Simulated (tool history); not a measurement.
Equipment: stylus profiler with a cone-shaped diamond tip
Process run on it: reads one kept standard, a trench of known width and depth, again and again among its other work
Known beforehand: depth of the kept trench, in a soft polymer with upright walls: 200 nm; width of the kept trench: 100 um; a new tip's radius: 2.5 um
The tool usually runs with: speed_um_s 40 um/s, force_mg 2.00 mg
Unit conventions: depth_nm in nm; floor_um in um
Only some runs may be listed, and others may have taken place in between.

run,day,speed_um_s,force_mg,depth_nm,floor_um
1,0.000,40,2.00,202.39,97.73
2,0.683,40,2.00,202.40,97.68
3,1.342,40,2.00,202.39,97.77
4,2.604,40,2.00,202.41,97.74
5,3.592,40,2.00,202.44,97.72
6,4.512,40,2.37,202.59,97.75
7,5.171,40,2.37,202.69,97.71
8,6.438,40,3.09,203.11,97.75
9,7.117,40,3.09,203.09,97.72
10,8.225,114,2.00,202.41,97.31
11,9.208,114,2.00,202.39,97.33
12,10.458,40,4.44,203.93,97.76
13,11.504,24,1.37,201.98,97.69
14,12.479,16,1.25,201.88,97.82
15,13.421,29,1.59,202.21,97.71
16,14.717,21,2.00,202.41,97.82
17,15.479,56,0.96,201.62,97.45
18,16.250,56,0.96,201.59,97.46
19,16.908,21,0.83,201.51,97.69
20,17.888,123,0.83,201.52,96.88
21,19.083,123,0.83,201.39,96.83
22,20.338,123,0.83,201.51,96.88
23,21.462,123,0.83,201.51,96.86

Each row is a separate what-if for the run after 23, all from the same tool condition, not one after another. Results?
A,22.112,42,2.00,?,?
B,22.112,14,2.59,?,?
C,22.112,40,5.31,?,?
D,22.112,13,0.81,?,?
E,22.112,21,1.28,?,?

run,depth_nm,floor_um
A,202.47,97.65
B,202.89,97.81
C,204.52,97.73
D,201.52,97.78
E,201.92,97.79
Without the tool's unlogged condition, the same runs would have read:
run,depth_nm,floor_um
A,202.18,97.82
B,202.60,97.97
C,204.22,97.89
D,201.23,97.94
E,201.63,97.96

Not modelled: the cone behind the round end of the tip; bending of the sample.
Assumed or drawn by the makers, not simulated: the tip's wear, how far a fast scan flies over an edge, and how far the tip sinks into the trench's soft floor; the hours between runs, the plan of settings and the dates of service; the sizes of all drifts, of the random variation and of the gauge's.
